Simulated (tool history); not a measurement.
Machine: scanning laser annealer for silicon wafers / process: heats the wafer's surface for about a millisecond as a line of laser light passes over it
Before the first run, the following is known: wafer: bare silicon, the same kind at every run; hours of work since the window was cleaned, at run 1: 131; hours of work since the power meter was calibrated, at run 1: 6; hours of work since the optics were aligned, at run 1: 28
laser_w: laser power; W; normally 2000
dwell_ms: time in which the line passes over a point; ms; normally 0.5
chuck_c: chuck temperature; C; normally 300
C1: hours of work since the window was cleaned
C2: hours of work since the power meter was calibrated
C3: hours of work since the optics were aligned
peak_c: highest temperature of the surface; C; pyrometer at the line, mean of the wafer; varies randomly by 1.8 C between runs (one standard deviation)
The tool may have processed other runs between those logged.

{"run": 1, "hour": 0.0, "laser_w": 2000, "dwell_ms": 0.5, "chuck_c": 300, "C1": 131, "C2": 6, "C3": 28, "peak_c": 1022}
{"run": 2, "hour": 16.8, "laser_w": 2000, "dwell_ms": 0.5, "chuck_c": 300, "C1": 140, "C2": 14, "C3": 36, "peak_c": 1020}
{"run": 3, "hour": 27.0, "laser_w": 2000, "dwell_ms": 0.5, "chuck_c": 300, "C1": 145, "C2": 20, "C3": 41, "peak_c": 1019}
{"run": 4, "hour": 45.7, "laser_w": 1736, "dwell_ms": 0.5, "chuck_c": 300, "C1": 154, "C2": 29, "C3": 51, "peak_c": 903}
{"run": 5, "hour": 58.8, "laser_w": 1736, "dwell_ms": 0.5, "chuck_c": 300, "C1": 161, "C2": 36, "C3": 57, "peak_c": 907}
{"run": 6, "hour": 70.3, "laser_w": 2173, "dwell_ms": 0.5, "chuck_c": 300, "C1": 167, "C2": 41, "C3": 63, "peak_c": 1098}
{"run": 7, "hour": 84.0, "laser_w": 2113, "dwell_ms": 0.5, "chuck_c": 300, "C1": 173, "C2": 48, "C3": 70, "peak_c": 1068}
{"run": 8, "hour": 92.3, "laser_w": 2113, "dwell_ms": 0.5, "chuck_c": 300, "C1": 178, "C2": 52, "C3": 74, "peak_c": 1071}
{"run": 9, "hour": 110.7, "laser_w": 2113, "dwell_ms": 0.5, "chuck_c": 300, "C1": 187, "C2": 62, "C3": 83, "peak_c": 1068}

Estimate the outcome of run 10 from the log above:
{"run": 10, "hour": 127.7, "laser_w": 1752, "dwell_ms": 0.5, "chuck_c": 270, "C1": 195, "C2": 70, "C3": 92, "peak_c": "?"}

Run 10 measured peak_c 887 C.
On a tool with no hidden condition, and with the same random variation, this run would have come out at peak_c 888 C.

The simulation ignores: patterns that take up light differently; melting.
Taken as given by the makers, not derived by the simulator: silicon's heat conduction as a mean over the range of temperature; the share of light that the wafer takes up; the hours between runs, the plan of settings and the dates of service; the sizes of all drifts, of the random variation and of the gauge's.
